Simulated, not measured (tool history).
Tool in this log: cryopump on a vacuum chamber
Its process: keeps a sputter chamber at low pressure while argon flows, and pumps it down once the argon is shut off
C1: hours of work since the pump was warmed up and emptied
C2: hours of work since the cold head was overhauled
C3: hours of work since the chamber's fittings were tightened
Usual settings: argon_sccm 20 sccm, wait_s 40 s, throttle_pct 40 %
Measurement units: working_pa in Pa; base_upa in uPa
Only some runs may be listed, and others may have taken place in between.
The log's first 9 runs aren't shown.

{"run": 10, "hour": 230.4, "argon_sccm": 20, "wait_s": 40, "throttle_pct": 49, "C1": 209, "C2": 667, "C3": 2681, "working_pa": 0.0508, "base_upa": 2.65}
{"run": 11, "hour": 248.6, "argon_sccm": 20, "wait_s": 40, "throttle_pct": 49, "C1": 223, "C2": 681, "C3": 2695, "working_pa": 0.051, "base_upa": 2.61}
{"run": 12, "hour": 278.6, "argon_sccm": 20, "wait_s": 40, "throttle_pct": 49, "C1": 247, "C2": 705, "C3": 2719, "working_pa": 0.0508, "base_upa": 2.71}
{"run": 13, "hour": 311.9, "argon_sccm": 20, "wait_s": 40, "throttle_pct": 40, "C1": 272, "C2": 730, "C3": 2744, "working_pa": 0.0626, "base_upa": 2.72}
{"run": 14, "hour": 335.4, "argon_sccm": 20, "wait_s": 83, "throttle_pct": 40, "C1": 291, "C2": 749, "C3": 2763, "working_pa": 0.0637, "base_upa": 2.26}
{"run": 15, "hour": 357.9, "argon_sccm": 20, "wait_s": 219, "throttle_pct": 40, "C1": 308, "C2": 766, "C3": 2780, "working_pa": 0.0636, "base_upa": 1.84}
{"run": 16, "hour": 390.9, "argon_sccm": 19, "wait_s": 219, "throttle_pct": 40, "C1": 334, "C2": 792, "C3": 2806, "working_pa": 0.0605, "base_upa": 1.89}
{"run": 17, "hour": 415.3, "argon_sccm": 11, "wait_s": 47, "throttle_pct": 40, "C1": 353, "C2": 811, "C3": 2825, "working_pa": 0.0358, "base_upa": 2.86}

The next listed run, before its measurement:
{"run": 18, "hour": 443.3, "argon_sccm": 11, "wait_s": 47, "throttle_pct": 40, "C1": 374, "C2": 832, "C3": 2846, "working_pa": "?", "base_upa": "?"}

working_pa: 0.0365 Pa
base_upa: 2.77 uPa
Had the tool carried no hidden state, the very same run would have given working_pa 0.0316 Pa, base_upa 1.21 uPa.
